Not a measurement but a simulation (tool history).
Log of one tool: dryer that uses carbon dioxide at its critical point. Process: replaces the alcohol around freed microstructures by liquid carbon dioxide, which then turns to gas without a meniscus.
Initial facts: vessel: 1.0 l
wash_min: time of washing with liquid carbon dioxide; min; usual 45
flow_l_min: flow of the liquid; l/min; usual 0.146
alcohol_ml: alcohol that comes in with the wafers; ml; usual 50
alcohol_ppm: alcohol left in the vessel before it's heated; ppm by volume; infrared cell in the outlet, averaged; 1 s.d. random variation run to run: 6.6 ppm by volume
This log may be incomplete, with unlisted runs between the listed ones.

run 1 hour=0.0 | wash_min=45 flow_l_min=0.146 alcohol_ml=50 | alcohol_ppm=472
run 2 hour=14.9 | wash_min=45 flow_l_min=0.146 alcohol_ml=50 | alcohol_ppm=484
run 3 hour=35.2 | wash_min=45 flow_l_min=0.146 alcohol_ml=50 | alcohol_ppm=519
run 4 hour=68.5 | wash_min=45 flow_l_min=0.218 alcohol_ml=50 | alcohol_ppm=76
run 5 hour=91.7 | wash_min=45 flow_l_min=0.147 alcohol_ml=50 | alcohol_ppm=551
run 6 hour=118.0 | wash_min=45 flow_l_min=0.147 alcohol_ml=50 | alcohol_ppm=574
run 7 hour=152.6 | wash_min=45 flow_l_min=0.146 alcohol_ml=50 | alcohol_ppm=633
run 8 hour=175.9 | wash_min=45 flow_l_min=0.146 alcohol_ml=50 | alcohol_ppm=661
-- hour=183.2 inlet filter changed
run 9 hour=201.1 | wash_min=68 flow_l_min=0.122 alcohol_ml=95 | alcohol_ppm=209
run 10 hour=221.6 | wash_min=44 flow_l_min=0.166 alcohol_ml=23 | alcohol_ppm=133
run 11 hour=248.9 | wash_min=44 flow_l_min=0.166 alcohol_ml=23 | alcohol_ppm=132
run 12 hour=280.9 | wash_min=50 flow_l_min=0.146 alcohol_ml=50 | alcohol_ppm=262
run 13 hour=305.7 | wash_min=50 flow_l_min=0.146 alcohol_ml=50 | alcohol_ppm=273
run 14 hour=328.4 | wash_min=49 flow_l_min=0.089 alcohol_ml=87 | alcohol_ppm=3710
run 15 hour=364.0 | wash_min=39 flow_l_min=0.089 alcohol_ml=87 | alcohol_ppm=7286
run 16 hour=393.6 | wash_min=39 flow_l_min=0.089 alcohol_ml=87 | alcohol_ppm=7450

Each row is a separate what-if for the run after 16, all from the same tool condition, not one after another. Results?
run A hour=418.4 | wash_min=36 flow_l_min=0.172 alcohol_ml=54 | alcohol_ppm=?
run B hour=418.4 | wash_min=36 flow_l_min=0.122 alcohol_ml=95 | alcohol_ppm=?
run C hour=418.4 | wash_min=49 flow_l_min=0.089 alcohol_ml=87 | alcohol_ppm=?

run=A alcohol_ppm=705
run=B alcohol_ppm=4234
run=C alcohol_ppm=4127
Stripped of hidden state, with their random variation kept, the same runs would have yielded:
run=A alcohol_ppm=411
run=B alcohol_ppm=3082
run=C alcohol_ppm=3022
